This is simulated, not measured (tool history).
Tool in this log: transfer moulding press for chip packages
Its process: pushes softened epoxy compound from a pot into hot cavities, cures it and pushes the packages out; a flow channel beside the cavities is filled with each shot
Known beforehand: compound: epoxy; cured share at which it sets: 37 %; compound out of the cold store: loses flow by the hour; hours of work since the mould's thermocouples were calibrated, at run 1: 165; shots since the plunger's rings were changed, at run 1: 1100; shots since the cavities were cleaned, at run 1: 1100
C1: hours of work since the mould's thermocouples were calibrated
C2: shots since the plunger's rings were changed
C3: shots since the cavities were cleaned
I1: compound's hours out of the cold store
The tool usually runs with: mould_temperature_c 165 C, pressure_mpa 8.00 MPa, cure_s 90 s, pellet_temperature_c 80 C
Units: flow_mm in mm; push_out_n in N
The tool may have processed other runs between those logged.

run 1 hour=0.0 | mould_temperature_c=165 pressure_mpa=8.00 cure_s=90 pellet_temperature_c=80 | C1=165 C2=1100 C3=1100 | I1=32.2 | flow_mm=668 push_out_n=587
-- hour=4.1 cavities cleaned with cleaning compound and waxed
run 2 hour=14.2 | mould_temperature_c=165 pressure_mpa=8.00 cure_s=90 pellet_temperature_c=80 | C1=175 C2=1276 C3=141 | I1=17.5 | flow_mm=695 push_out_n=374
run 3 hour=26.0 | mould_temperature_c=165 pressure_mpa=8.00 cure_s=90 pellet_temperature_c=80 | C1=184 C2=1440 C3=305 | I1=12.1 | flow_mm=698 push_out_n=453
run 4 hour=35.3 | mould_temperature_c=165 pressure_mpa=8.00 cure_s=90 pellet_temperature_c=80 | C1=191 C2=1569 C3=434 | I1=35.8 | flow_mm=660 push_out_n=458
run 5 hour=41.9 | mould_temperature_c=165 pressure_mpa=8.00 cure_s=90 pellet_temperature_c=84 | C1=196 C2=1660 C3=525 | I1=33.0 | flow_mm=665 push_out_n=463
run 6 hour=51.3 | mould_temperature_c=165 pressure_mpa=8.00 cure_s=90 pellet_temperature_c=84 | C1=204 C2=1791 C3=656 | I1=35.3 | flow_mm=662 push_out_n=496
run 7 hour=64.0 | mould_temperature_c=158 pressure_mpa=9.55 cure_s=106 pellet_temperature_c=77 | C1=214 C2=1967 C3=832 | I1=38.2 | flow_mm=731 push_out_n=599
run 8 hour=74.4 | mould_temperature_c=173 pressure_mpa=7.88 cure_s=93 pellet_temperature_c=77 | C1=222 C2=2111 C3=976 | I1=26.0 | flow_mm=641 push_out_n=446
run 9 hour=82.6 | mould_temperature_c=170 pressure_mpa=9.29 cure_s=73 pellet_temperature_c=80 | C1=228 C2=2224 C3=1089 | I1=16.1 | flow_mm=725 push_out_n=627
-- hour=88.3 cavities cleaned with cleaning compound and waxed
run 10 hour=95.6 | mould_temperature_c=170 pressure_mpa=9.29 cure_s=73 pellet_temperature_c=80 | C1=237 C2=2384 C3=101 | I1=31.6 | flow_mm=681 push_out_n=376
run 11 hour=102.6 | mould_temperature_c=172 pressure_mpa=7.14 cure_s=88 pellet_temperature_c=75 | C1=242 C2=2482 C3=199 | I1=30.3 | flow_mm=593 push_out_n=334
run 12 hour=114.2 | mould_temperature_c=172 pressure_mpa=7.14 cure_s=88 pellet_temperature_c=75 | C1=252 C2=2643 C3=360 | I1=35.5 | flow_mm=592 push_out_n=373

Across each entry between runs, compare the hidden state at the last listed run before it with the hidden state at the first listed run after it:
From run 1 to run 2: cavities cleaned with cleaning compound and waxed (hour 4.1)
  true mould temperature over the reading, C: 0.16 -> 0.17; pressure that reaches the compound, % of what is set: 93.98 -> 93.35; grip of the stained cavities, % over clean ones': 85.7 -> 21
  measured minus no-state result, flow_mm: -21 -> -25 mm; push_out_n: +268 -> +63 N
From run 9 to run 10: cavities cleaned with cleaning compound and waxed (hour 88.3)
  true mould temperature over the reading, C: 0.25 -> 0.26; pressure that reaches the compound, % of what is set: 89.77 -> 89.12; grip of the stained cavities, % over clean ones': 87.3 -> 16.6
  measured minus no-state result, flow_mm: -41 -> -42 mm; push_out_n: +284 -> +48 N

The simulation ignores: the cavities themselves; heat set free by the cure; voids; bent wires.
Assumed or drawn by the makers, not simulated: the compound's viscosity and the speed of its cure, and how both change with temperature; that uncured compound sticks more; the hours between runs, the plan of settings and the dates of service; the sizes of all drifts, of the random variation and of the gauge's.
